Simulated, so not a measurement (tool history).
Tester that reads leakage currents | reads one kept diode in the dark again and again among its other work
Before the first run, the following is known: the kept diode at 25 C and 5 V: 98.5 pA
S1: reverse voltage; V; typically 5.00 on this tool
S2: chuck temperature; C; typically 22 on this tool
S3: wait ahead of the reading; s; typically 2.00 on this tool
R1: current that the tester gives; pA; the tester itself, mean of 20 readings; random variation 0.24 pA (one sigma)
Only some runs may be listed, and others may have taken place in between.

Run 1, hour 0.0: usual settings. Result: R1 84.17 pA.
Run 2, hour 96.3: usual settings. Result: R1 84.61 pA.
Run 3, hour 156.1: usual settings. Result: R1 84.83 pA.
Run 4, hour 227.0: usual settings but S3 3.28 s. Result: R1 85.43 pA.
Run 5, hour 280.3: usual settings but S3 3.28 s. Result: R1 85.32 pA.
Run 6, hour 363.0: usual settings. Result: R1 86.45 pA.
At hour 379.5: tester calibrated.
Run 7, hour 460.2: usual settings. Result: R1 85.78 pA.
Run 8, hour 513.3: usual settings. Result: R1 85.85 pA.
Run 9, hour 557.5: usual settings but S1 1.72 V. Result: R1 46.32 pA.
Run 10, hour 627.0: usual settings but S1 1.72 V. Result: R1 46.57 pA.
Run 11, hour 716.0: usual settings but S1 1.72 V. Result: R1 46.93 pA.
Run 12, hour 768.5: usual settings. Result: R1 87.45 pA.
Run 13, hour 840.1: usual settings. Result: R1 88.19 pA.
At hour 897.1: chuck's temperature calibrated.
Run 14, hour 905.9: usual settings but S2 24 C. Result: R1 97.74 pA.
Run 15, hour 987.9: usual settings but S2 24 C. Result: R1 98.41 pA.
Run 16, hour 1054.6: usual settings but S1 14.46 V, S2 24 C, S3 1.05 s. Result: R1 188.02 pA.
Run 17, hour 1120.0: usual settings but S1 12.91 V, S2 40 C. Result: R1 536.22 pA.
Run 18, hour 1170.5: usual settings but S1 6.43 V, S2 40 C, S3 1.88 s. Result: R1 358.75 pA.
Run 19, hour 1237.3: usual settings but S1 4.83 V, S2 40 C, S3 1.88 s. Result: R1 305.37 pA.
At hour 1247.6: probe card cleaned and baked.
Run 20, hour 1301.5: usual settings but S1 4.83 V, S2 32 C, S3 1.88 s. Result: R1 178.37 pA.
Run 21, hour 1379.4: usual settings but S2 38 C, S3 1.69 s. Result: R1 275.59 pA.
At hour 1402.2: probe card cleaned and baked, once more.
Run 22, hour 1472.2: usual settings but S1 9.38 V. Result: R1 115.59 pA.
Run 23, hour 1521.7: usual settings but S1 9.47 V, S2 24 C, S3 0.38 s. Result: R1 138.69 pA.
Run 24, hour 1604.6: usual settings but S1 9.47 V, S2 44 C, S3 1.90 s. Result: R1 582.02 pA.
Run 25, hour 1662.6: usual settings but S2 42 C, S3 4.65 s. Result: R1 354.53 pA.
Run 26, hour 1714.9: usual settings but S1 11.17 V, S3 0.70 s. Result: R1 131.03 pA.
Run 27, hour 1802.9: usual settings but S1 11.17 V, S2 27 C, S3 0.70 s. Result: R1 192.83 pA.
Run 28, hour 1842.8: usual settings but S1 13.14 V, S2 20 C, S3 1.83 s. Result: R1 125.10 pA.

A few steps of R1 between consecutive runs. Split each: what settings, incoming material and random variation would produce without the hidden state, and what is left over for the hidden state, along with gauge scatter present in only one of the two compared results (measured, and without hidden state):
The hidden state here: stray current of the dirty probe card, pA a volt; current scale over the true one, %; true chuck temperature over the reading, C; drift of the gauge itself on leakage_pa, %.
Run 15 -> 16: S1 5.00 -> 14.46, S3 2.00 -> 1.05. R1 +89.61 pA: hidden state +12.83, all else +76.78.
Run 16 -> 17: S1 14.46 -> 12.91, S2 24 -> 40, S3 1.05 -> 2.00. R1 +348.20 pA: hidden state +4.88, all else +343.32.
Run 23 -> 24: S2 24 -> 44, S3 0.38 -> 1.90. R1 +443.33 pA: hidden state +13.88, all else +429.45.

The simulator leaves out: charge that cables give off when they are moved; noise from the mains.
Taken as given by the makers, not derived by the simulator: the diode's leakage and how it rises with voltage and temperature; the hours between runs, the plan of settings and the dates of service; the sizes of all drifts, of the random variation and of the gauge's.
